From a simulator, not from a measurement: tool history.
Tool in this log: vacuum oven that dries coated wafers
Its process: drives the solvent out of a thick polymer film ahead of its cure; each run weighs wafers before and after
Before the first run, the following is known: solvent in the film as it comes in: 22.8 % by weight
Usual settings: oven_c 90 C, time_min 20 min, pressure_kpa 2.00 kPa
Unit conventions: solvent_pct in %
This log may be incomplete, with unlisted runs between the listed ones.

{"run": 1, "hour": 0.0, "oven_c": 90, "time_min": 20, "pressure_kpa": 2.0, "solvent_pct": 5.74}
{"run": 2, "hour": 13.7, "oven_c": 88, "time_min": 20, "pressure_kpa": 2.0, "solvent_pct": 6.37}
{"run": 3, "hour": 28.0, "oven_c": 90, "time_min": 20, "pressure_kpa": 3.96, "solvent_pct": 6.87}
{"run": 4, "hour": 40.4, "oven_c": 90, "time_min": 20, "pressure_kpa": 3.96, "solvent_pct": 6.9}
{"run": 5, "hour": 56.1, "oven_c": 90, "time_min": 20, "pressure_kpa": 3.96, "solvent_pct": 6.85}
{"run": 6, "hour": 71.0, "oven_c": 75, "time_min": 20, "pressure_kpa": 2.0, "solvent_pct": 10.64}
{"run": 7, "hour": 82.1, "oven_c": 75, "time_min": 20, "pressure_kpa": 2.0, "solvent_pct": 10.65}
{"run": 8, "hour": 97.1, "oven_c": 85, "time_min": 20, "pressure_kpa": 2.0, "solvent_pct": 7.31}
{"run": 9, "hour": 104.7, "oven_c": 90, "time_min": 15, "pressure_kpa": 2.0, "solvent_pct": 7.53}
{"run": 10, "hour": 119.3, "oven_c": 90, "time_min": 15, "pressure_kpa": 2.0, "solvent_pct": 7.54}
{"run": 11, "hour": 129.6, "oven_c": 90, "time_min": 15, "pressure_kpa": 2.0, "solvent_pct": 7.55}
{"run": 12, "hour": 137.6, "oven_c": 90, "time_min": 15, "pressure_kpa": 2.0, "solvent_pct": 7.54}
{"run": 13, "hour": 154.9, "oven_c": 90, "time_min": 15, "pressure_kpa": 2.0, "solvent_pct": 7.55}
{"run": 14, "hour": 169.6, "oven_c": 90, "time_min": 15, "pressure_kpa": 2.0, "solvent_pct": 7.54}
{"run": 15, "hour": 182.7, "oven_c": 90, "time_min": 15, "pressure_kpa": 2.0, "solvent_pct": 7.56}
{"run": 16, "hour": 191.5, "oven_c": 90, "time_min": 15, "pressure_kpa": 2.0, "solvent_pct": 7.55}
{"run": 17, "hour": 204.8, "oven_c": 90, "time_min": 15, "pressure_kpa": 2.0, "solvent_pct": 7.57}
{"run": 18, "hour": 216.4, "oven_c": 90, "time_min": 15, "pressure_kpa": 2.0, "solvent_pct": 7.56}
{"run": 19, "hour": 231.3, "oven_c": 90, "time_min": 15, "pressure_kpa": 2.0, "solvent_pct": 7.55}
{"run": 20, "hour": 244.2, "oven_c": 90, "time_min": 15, "pressure_kpa": 2.0, "solvent_pct": 7.56}
{"run": 21, "hour": 255.9, "oven_c": 90, "time_min": 15, "pressure_kpa": 2.0, "solvent_pct": 7.54}
{"run": 22, "hour": 265.4, "oven_c": 86, "time_min": 15, "pressure_kpa": 2.0, "solvent_pct": 8.77}
{"run": 23, "hour": 281.2, "oven_c": 78, "time_min": 33, "pressure_kpa": 2.27, "solvent_pct": 6.85}
{"run": 24, "hour": 288.9, "oven_c": 81, "time_min": 34, "pressure_kpa": 6.17, "solvent_pct": 9.03}
{"run": 25, "hour": 305.0, "oven_c": 81, "time_min": 34, "pressure_kpa": 6.17, "solvent_pct": 9.0}
{"run": 26, "hour": 315.0, "oven_c": 81, "time_min": 34, "pressure_kpa": 6.17, "solvent_pct": 9.02}
{"run": 27, "hour": 323.6, "oven_c": 81, "time_min": 34, "pressure_kpa": 6.17, "solvent_pct": 9.04}
{"run": 28, "hour": 336.6, "oven_c": 81, "time_min": 34, "pressure_kpa": 6.17, "solvent_pct": 9.02}
{"run": 29, "hour": 343.9, "oven_c": 81, "time_min": 34, "pressure_kpa": 6.17, "solvent_pct": 9.04}
{"run": 30, "hour": 351.8, "oven_c": 103, "time_min": 21, "pressure_kpa": 4.57, "solvent_pct": 3.45}
{"run": 31, "hour": 362.3, "oven_c": 103, "time_min": 21, "pressure_kpa": 4.57, "solvent_pct": 3.46}
{"run": 32, "hour": 370.1, "oven_c": 103, "time_min": 21, "pressure_kpa": 4.57, "solvent_pct": 3.45}
{"run": 33, "hour": 385.3, "oven_c": 84, "time_min": 20, "pressure_kpa": 4.56, "solvent_pct": 9.35}
{"run": 34, "hour": 402.2, "oven_c": 90, "time_min": 12, "pressure_kpa": 1.43, "solvent_pct": 8.69}
{"run": 35, "hour": 413.1, "oven_c": 90, "time_min": 12, "pressure_kpa": 1.43, "solvent_pct": 8.72}
{"hour": 427.7, "done": "oven's thermocouples calibrated"}
{"run": 36, "hour": 431.8, "oven_c": 97, "time_min": 14, "pressure_kpa": 2.19, "solvent_pct": 5.99}
{"run": 37, "hour": 448.8, "oven_c": 97, "time_min": 14, "pressure_kpa": 2.19, "solvent_pct": 5.98}
{"run": 38, "hour": 458.0, "oven_c": 82, "time_min": 13, "pressure_kpa": 2.19, "solvent_pct": 11.03}
{"run": 39, "hour": 468.6, "oven_c": 82, "time_min": 13, "pressure_kpa": 2.19, "solvent_pct": 11.01}
{"run": 40, "hour": 483.3, "oven_c": 102, "time_min": 34, "pressure_kpa": 4.51, "solvent_pct": 2.45}
{"run": 41, "hour": 494.8, "oven_c": 102, "time_min": 34, "pressure_kpa": 4.51, "solvent_pct": 2.45}
{"run": 42, "hour": 505.3, "oven_c": 91, "time_min": 17, "pressure_kpa": 6.93, "solvent_pct": 9.06}
{"run": 43, "hour": 513.6, "oven_c": 91, "time_min": 17, "pressure_kpa": 6.93, "solvent_pct": 9.09}

Alternative continuations, all from the tool just after run 43; predict every row:
{"run": "A", "hour": 523.1, "oven_c": 85, "time_min": 18, "pressure_kpa": 6.93, "solvent_pct": "?"}
{"run": "B", "hour": 523.1, "oven_c": 85, "time_min": 19, "pressure_kpa": 6.77, "solvent_pct": "?"}
{"run": "C", "hour": 523.1, "oven_c": 104, "time_min": 25, "pressure_kpa": 3.5, "solvent_pct": "?"}

run=A solvent_pct=11.04
run=B solvent_pct=10.64
run=C solvent_pct=2.33
The same runs, with their run-to-run variation unchanged, on a tool lacking any hidden condition would have given:
run=A solvent_pct=11.04
run=B solvent_pct=10.64
run=C solvent_pct=2.33
